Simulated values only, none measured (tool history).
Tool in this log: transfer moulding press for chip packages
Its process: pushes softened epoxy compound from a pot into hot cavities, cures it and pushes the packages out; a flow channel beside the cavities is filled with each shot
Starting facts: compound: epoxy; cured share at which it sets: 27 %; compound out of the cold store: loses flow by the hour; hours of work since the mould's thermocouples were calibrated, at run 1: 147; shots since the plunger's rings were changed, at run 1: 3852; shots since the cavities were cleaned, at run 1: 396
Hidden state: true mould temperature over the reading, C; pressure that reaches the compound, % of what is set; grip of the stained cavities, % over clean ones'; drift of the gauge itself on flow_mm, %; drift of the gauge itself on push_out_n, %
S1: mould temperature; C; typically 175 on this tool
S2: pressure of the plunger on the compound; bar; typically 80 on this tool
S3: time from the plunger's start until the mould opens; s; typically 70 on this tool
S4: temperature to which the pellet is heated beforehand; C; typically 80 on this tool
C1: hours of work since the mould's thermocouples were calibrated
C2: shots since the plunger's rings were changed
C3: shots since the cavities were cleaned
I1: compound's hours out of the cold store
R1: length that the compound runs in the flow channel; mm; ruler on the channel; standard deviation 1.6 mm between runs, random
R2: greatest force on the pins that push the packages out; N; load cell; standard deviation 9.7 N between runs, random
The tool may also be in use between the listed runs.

run,hour,S1,S2,S3,S4,C1,C2,C3,I1,R1,R2
1,0,175,80,70,80,147,3852,396,45.2,856,632
2,10,175,80,70,80,152,3988,532,19.3,938,681
3,16.8,175,80,70,80,156,4081,625,30.3,904,734
4,26.6,175,80,70,80,162,4215,759,35,885,724
5,36.6,175,80,70,80,168,4353,897,34.1,888,732
6,43.9,175,80,70,80,172,4452,996,17.4,941,800
# hour 46.8: cavities cleaned with cleaning compound and waxed
7,51.4,175,80,70,80,175,4534,63,22,926,921
8,59.1,175,80,70,74,180,4640,169,26.4,911,916
9,64.1,175,80,70,80,183,4708,237,27.6,908,863
10,70.7,175,80,70,80,186,4799,328,17.7,938,898
11,79.3,176,80,70,80,191,4916,445,30.9,891,885
12,86.6,176,80,70,80,196,5016,545,20.3,926,852
13,95.3,176,81.3,70,80,201,5135,664,26.3,912,872
14,99.8,176,81.3,70,80,203,5196,725,28.6,904,878
# hour 104.9: cavities cleaned with cleaning compound and waxed, once more
15,110.6,177,80,69,80,209,5324,78,19.5,926,502
16,117.7,177,99.4,57,83,213,5420,174,13.7,1048,754

For run 17, what comes out?
17,124,175,79.8,70,88,216,5506,260,22.7,?,?

{"run 17": {"R1": 915, "R2": 581}}
If the tool had no hidden condition, the same run with the same run-to-run variation would have returned R1 951 mm, R2 429 N.

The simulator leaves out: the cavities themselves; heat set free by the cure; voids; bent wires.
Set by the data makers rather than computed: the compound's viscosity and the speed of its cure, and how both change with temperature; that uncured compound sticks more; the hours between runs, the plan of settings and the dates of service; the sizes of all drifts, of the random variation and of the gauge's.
